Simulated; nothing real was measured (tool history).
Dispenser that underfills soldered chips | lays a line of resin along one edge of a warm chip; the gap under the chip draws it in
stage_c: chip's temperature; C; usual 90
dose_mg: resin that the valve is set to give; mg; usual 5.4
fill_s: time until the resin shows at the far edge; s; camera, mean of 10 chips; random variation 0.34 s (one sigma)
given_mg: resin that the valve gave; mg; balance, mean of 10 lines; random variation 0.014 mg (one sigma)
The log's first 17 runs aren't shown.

run,hour,stage_c,dose_mg,hours of work since the syringe was changed,hours of work since the valve was cleaned,hours of work since the stage was calibrated,fill_s,given_mg
18,79.9,90,5.4,5,92,100,22.6,5.14
19,83.5,79,5.83,7,95,103,44.3,5.54
# hour 85.6: new syringe of resin
20,87.9,94,5.67,2,98,106,14.4,5.37
21,92.5,94,5.67,5,101,109,18.9,5.36
# hour 98.1: new syringe of resin
22,98.8,90,5.86,0,105,113,16,5.56
23,101.8,90,5.86,3,107,115,18.7,5.51
24,105.8,84,7,5,110,118,31.1,6.6
# hour 110.4: new syringe of resin
25,112.1,84,7,1,114,122,21.9,6.57
26,115.1,84,7,3,116,124,26.5,6.59
27,119,90,5.49,6,119,127,25.6,5.14
# hour 121.1: dispensing valve cleaned and set on the balance
# hour 123.5: new syringe of resin
28,125.3,101,5.32,1,3,131,10.9,5.32
29,131.2,101,5.32,5,7,135,15.6,5.32
30,134.3,101,5.32,8,9,137,18.8,5.33
# hour 135.7: new syringe of resin
31,137.6,88,5.48,1,11,139,18.8,5.48
32,141.9,88,5.48,4,14,142,23.9,5.45
33,146.3,90,6.54,7,17,145,27.7,6.48
# hour 148.3: new syringe of resin
34,153,90,6.54,3,22,149,20.7,6.47
35,157,96,5.07,6,24,152,19.8,5.03
# hour 160.7: new syringe of resin
36,161.2,90,6.23,0,27,155,16.5,6.18

Forecast each of these 4 alternatives for the next run:
A,165.5,104,5.38,3,30,158,?,?
B,165.5,90,5.62,3,30,158,?,?
C,165.5,94,5.4,3,30,158,?,?
D,165.5,105,6.66,3,30,158,?,?

run,fill_s,given_mg
A,11.2,5.34
B,21,5.56
C,17.4,5.32
D,11.2,6.57
Without the tool's hidden state the same runs would have given:
run,fill_s,given_mg
A,8.1,5.4
B,15.4,5.63
C,12.7,5.38
D,8.3,6.66

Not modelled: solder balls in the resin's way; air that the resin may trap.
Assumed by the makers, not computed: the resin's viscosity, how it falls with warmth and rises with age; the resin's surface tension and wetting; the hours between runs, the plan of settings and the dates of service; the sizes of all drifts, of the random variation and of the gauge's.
